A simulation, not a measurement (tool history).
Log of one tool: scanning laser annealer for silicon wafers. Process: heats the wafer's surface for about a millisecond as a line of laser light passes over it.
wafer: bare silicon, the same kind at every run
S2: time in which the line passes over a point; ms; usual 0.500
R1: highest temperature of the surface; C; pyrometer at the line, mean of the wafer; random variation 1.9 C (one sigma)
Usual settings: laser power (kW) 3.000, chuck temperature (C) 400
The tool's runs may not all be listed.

Run 1, hour 0.0: usual settings. Result: R1 1190 C.
Run 2, hour 69.3: usual settings. Result: R1 1184 C.
Run 3, hour 133.2: usual settings. Result: R1 1179 C.
Run 4, hour 230.5: usual settings but laser power (kW) 3.255. Result: R1 1238 C.
Run 5, hour 280.7: usual settings. Result: R1 1176 C.
At hour 291.7: window over the wafer cleaned.
Run 6, hour 359.1: usual settings. Result: R1 1213 C.
Run 7, hour 404.4: usual settings. Result: R1 1202 C.
Run 8, hour 460.0: usual settings but chuck temperature (C) 395. Result: R1 1198 C.
Run 9, hour 523.5: usual settings but laser power (kW) 3.234. Result: R1 1263 C.
Run 10, hour 581.1: usual settings. Result: R1 1197 C.
Run 11, hour 622.5: usual settings. Result: R1 1195 C.
Run 12, hour 716.1: usual settings but S2 0.526 ms. Result: R1 1206 C.
Run 13, hour 803.7: usual settings but S2 0.526 ms. Result: R1 1203 C.
Run 14, hour 854.7: usual settings but S2 0.526 ms. Result: R1 1201 C.
Run 15, hour 927.6: usual settings but S2 0.526 ms. Result: R1 1197 C.
Run 16, hour 1017.9: usual settings but S2 0.526 ms. Result: R1 1192 C.
Run 17, hour 1091.3: usual settings but S2 0.355 ms. Result: R1 1066 C.
At hour 1140.4: window over the wafer cleaned.
Run 18, hour 1160.8: usual settings. Result: R1 1209 C.
Run 19, hour 1254.3: usual settings. Result: R1 1203 C.
Run 20, hour 1333.6: usual settings. Result: R1 1199 C.
Run 21, hour 1432.1: usual settings but laser power (kW) 3.248, S2 0.427 ms, chuck temperature (C) 377. Result: R1 1174 C.
Run 22, hour 1490.7: usual settings but laser power (kW) 3.047, S2 0.589 ms, chuck temperature (C) 418. Result: R1 1279 C.
Run 23, hour 1550.9: usual settings but laser power (kW) 3.047, S2 0.587 ms, chuck temperature (C) 418. Result: R1 1276 C.
Run 24, hour 1599.3: usual settings but laser power (kW) 3.047, S2 0.587 ms, chuck temperature (C) 418. Result: R1 1276 C.
Run 25, hour 1695.6: usual settings but chuck temperature (C) 439. Result: R1 1222 C.
Run 26, hour 1765.1: usual settings but chuck temperature (C) 439. Result: R1 1217 C.
Run 27, hour 1847.9: usual settings but laser power (kW) 2.927, chuck temperature (C) 370. Result: R1 1126 C.
At hour 1859.7: laser's power meter calibrated.
Run 28, hour 1907.3: usual settings but S2 0.426 ms, chuck temperature (C) 364. Result: R1 1077 C.
Run 29, hour 1960.9: usual settings but laser power (kW) 2.843, S2 0.403 ms, chuck temperature (C) 420. Result: R1 1078 C.
At hour 1985.4: window over the wafer cleaned.
Run 30, hour 2036.5: usual settings but laser power (kW) 2.843, S2 0.403 ms, chuck temperature (C) 420. Result: R1 1109 C.
Run 31, hour 2114.3: usual settings but laser power (kW) 3.050, S2 0.586 ms, chuck temperature (C) 424. Result: R1 1286 C.
Run 32, hour 2192.3: usual settings but laser power (kW) 2.667, S2 0.355 ms. Result: R1 1005 C.
Run 33, hour 2243.4: usual settings but laser power (kW) 2.672, S2 0.513 ms, chuck temperature (C) 385. Result: R1 1092 C.
At hour 2269.8: laser's power meter calibrated, once more.
Run 34, hour 2330.9: usual settings but laser power (kW) 2.921, S2 0.513 ms, chuck temperature (C) 427. Result: R1 1211 C.
At hour 2344.0: optics aligned, line set to its width.
Run 35, hour 2387.6: usual settings but laser power (kW) 2.917, S2 0.571 ms, chuck temperature (C) 413. Result: R1 1240 C.
Run 36, hour 2460.3: usual settings but laser power (kW) 2.917, S2 0.571 ms, chuck temperature (C) 413. Result: R1 1241 C.
Run 37, hour 2519.4: usual settings but laser power (kW) 2.600, S2 0.478 ms, chuck temperature (C) 413. Result: R1 1092 C.
Run 38, hour 2565.7: usual settings but laser power (kW) 2.600, S2 0.478 ms, chuck temperature (C) 413. Result: R1 1087 C.
Run 39, hour 2630.0: usual settings but laser power (kW) 2.712, S2 0.444 ms, chuck temperature (C) 415. Result: R1 1094 C.

5 ways to go on from here, each from the tool as it stands after run 39. What would each give?
Run A, hour 2676.2: usual settings but laser power (kW) 2.790, S2 0.360 ms, chuck temperature (C) 415. Result: R1 ?.
Run B, hour 2676.2: usual settings but laser power (kW) 2.662, S2 0.444 ms, chuck temperature (C) 415. Result: R1 ?.
Run C, hour 2676.2: usual settings but laser power (kW) 2.818, S2 0.364 ms, chuck temperature (C) 380. Result: R1 ?.
Run D, hour 2676.2: usual settings but S2 0.368 ms, chuck temperature (C) 434. Result: R1 ?.
Run E, hour 2676.2: usual settings but S2 0.530 ms. Result: R1 ?.

run    R1
  A  1045
  B  1083
  C  1023
  D  1122
  E  1206
Without the tool's hidden state the same runs would have given:
run    R1
  A  1073
  B  1112
  C  1052
  D  1153
  E  1242
